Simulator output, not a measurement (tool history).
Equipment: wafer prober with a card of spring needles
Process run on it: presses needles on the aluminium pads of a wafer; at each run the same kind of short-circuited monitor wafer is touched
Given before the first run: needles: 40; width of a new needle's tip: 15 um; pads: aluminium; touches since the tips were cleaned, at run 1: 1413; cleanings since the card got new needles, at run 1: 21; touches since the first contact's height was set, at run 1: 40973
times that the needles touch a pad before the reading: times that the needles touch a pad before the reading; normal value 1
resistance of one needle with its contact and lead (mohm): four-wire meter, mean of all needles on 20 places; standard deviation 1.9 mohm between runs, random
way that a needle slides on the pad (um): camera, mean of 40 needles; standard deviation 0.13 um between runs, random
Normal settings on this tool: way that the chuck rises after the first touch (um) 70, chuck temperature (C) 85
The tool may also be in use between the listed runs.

run,day,way that the chuck rises after the first touch (um),chuck temperature (C),times that the needles touch a pad before the reading,touches since the tips were cleaned,cleanings since the card got new needles,touches since the first contact's height was set,resistance of one needle with its contact and lead (mohm),way that a needle slides on the pad (um)
1,0,70,85,1,1413,21,40973,208,10.27
# day 0.038: tips cleaned on abrasive film
# day 0.204: tips cleaned on abrasive film
# day 0.375: tips cleaned on abrasive film
2,0.462,70,85,1,1062,24,46581,208,10.26
# day 0.533: tips cleaned on abrasive film
# day 0.675: tips cleaned on abrasive film
# day 0.829: tips cleaned on abrasive film
# day 0.988: tips cleaned on abrasive film
3,0.988,69,85,1,0,28,52953,199,10.23
# day 1.158: tips cleaned on abrasive film
# day 1.3: tips cleaned on abrasive film
4,1.375,69,85,1,926,30,57644,207,9.98
# day 1.446: tips cleaned on abrasive film
# day 1.588: tips cleaned on abrasive film
# day 1.762: tips cleaned on abrasive film
5,1.779,70,49,1,180,33,62542,195,10.15
# day 1.921: tips cleaned on abrasive film
# day 2.083: tips cleaned on abrasive film
# day 2.225: tips cleaned on abrasive film
6,2.279,70,49,1,713,36,68664,196,10.27
# day 2.379: tips cleaned on abrasive film
# day 2.542: tips cleaned on abrasive film
# day 2.712: tips cleaned on abrasive film
7,2.842,70,85,1,1612,39,75508,209,10.08
# day 2.883: tips cleaned on abrasive film
# day 3.025: tips cleaned on abrasive film
# day 3.196: tips cleaned on abrasive film
8,3.225,70,85,1,331,42,80126,202,10.03
# day 3.362: tips cleaned on abrasive film
# day 3.533: tips cleaned on abrasive film
9,3.654,70,85,2,1494,44,85377,202,9.97
# day 3.692: tips cleaned on abrasive film
# day 3.858: tips cleaned on abrasive film
# day 4.025: tips cleaned on abrasive film
# day 4.179: tips cleaned on abrasive film
10,4.179,70,85,2,0,48,91759,197,9.92
# day 4.346: tips cleaned on abrasive film
# day 4.521: tips cleaned on abrasive film
# day 4.692: tips cleaned on abrasive film
11,4.758,70,85,2,813,51,98788,204,9.73
# day 4.854: tips cleaned on abrasive film
# day 4.996: tips cleaned on abrasive film
12,5.054,70,63,2,712,53,102378,198,9.56
# day 5.15: tips cleaned on abrasive film
# day 5.321: tips cleaned on abrasive film
13,5.338,75,63,2,176,55,105816,196,10.67
# day 5.479: tips cleaned on abrasive film
# day 5.638: tips cleaned on abrasive film
# day 5.783: tips cleaned on abrasive film
14,5.783,58,85,1,0,58,111216,206,8.09
# day 5.925: tips cleaned on abrasive film
# day 6.096: tips cleaned on abrasive film
# day 6.262: tips cleaned on abrasive film
15,6.325,88,85,1,797,61,117848,200,12.42
# day 6.433: tips cleaned on abrasive film
# day 6.579: tips cleaned on abrasive film
# day 6.75: tips cleaned on abrasive film
16,6.75,88,85,1,0,64,122993,195,12.67
# day 6.912: tips cleaned on abrasive film
# day 7.083: tips cleaned on abrasive film
# day 7.242: tips cleaned on abrasive film
17,7.254,88,125,2,116,67,129118,208,12.36
# day 7.421: tips cleaned on abrasive film
# day 7.583: tips cleaned on abrasive film
18,7.612,70,85,1,347,69,133479,206,9.59
# day 7.738: tips cleaned on abrasive film
# day 7.9: tips cleaned on abrasive film
# day 8.075: tips cleaned on abrasive film
19,8.088,70,85,3,144,72,139259,201,9.56
# day 8.246: tips cleaned on abrasive film
# day 8.408: tips cleaned on abrasive film
20,8.408,86,50,1,0,74,143191,189,12.05
# day 8.579: tips cleaned on abrasive film
# day 8.725: tips cleaned on abrasive film
21,8.725,67,45,2,0,76,147011,194,9.19
# day 8.892: tips cleaned on abrasive film
# day 9.058: tips cleaned on abrasive film
# day 9.221: tips cleaned on abrasive film
22,9.262,85,26,2,537,79,153568,188,11.71
# day 9.392: tips cleaned on abrasive film
# day 9.562: tips cleaned on abrasive film
23,9.646,70,46,2,1083,81,158278,197,9.41
# day 9.717: tips cleaned on abrasive film
# day 9.879: tips cleaned on abrasive film
# day 10.033: tips cleaned on abrasive film
24,10.038,71,82,2,66,84,163006,202,9.64
# day 10.179: tips cleaned on abrasive film
# day 10.338: tips cleaned on abrasive film
25,10.338,74,85,2,0,86,166613,198,10.01
# day 10.492: tips cleaned on abrasive film
# day 10.667: tips cleaned on abrasive film
# day 10.833: tips cleaned on abrasive film
26,10.838,75,85,1,52,89,172730,200,9.92
# day 11.004: tips cleaned on abrasive film
# day 11.146: tips cleaned on abrasive film
27,11.146,55,85,1,0,91,176487,207,6.97
# day 11.325: tips cleaned on abrasive film
# day 11.483: tips cleaned on abrasive film
# day 11.658: tips cleaned on abrasive film
28,11.733,55,85,1,935,94,183617,219,6.99
# day 11.804: tips cleaned on abrasive film
# day 11.975: tips cleaned on abrasive film
29,12.108,56,31,1,1695,96,188238,220,7.05

Branching from run 29: 3 alternative next runs. What would each branch give?
# day 12.15: tips cleaned on abrasive film
# day 12.312: tips cleaned on abrasive film
A,12.425,53,30,2,1395,98,192066,?,?
# day 12.15: tips cleaned on abrasive film
# day 12.312: tips cleaned on abrasive film
B,12.425,65,75,1,1395,98,192066,?,?
# day 12.15: tips cleaned on abrasive film
# day 12.312: tips cleaned on abrasive film
C,12.425,52,36,1,1395,98,192066,?,?

run,resistance of one needle with its contact and lead (mohm),way that a needle slides on the pad (um)
A,214,6.47
B,216,8.63
C,226,6.56
Take away the tool's hidden state, keep each run's random variation, and the runs would have read:
run,resistance of one needle with its contact and lead (mohm),way that a needle slides on the pad (um)
A,192,7.97
B,195,10.15
C,191,8.08
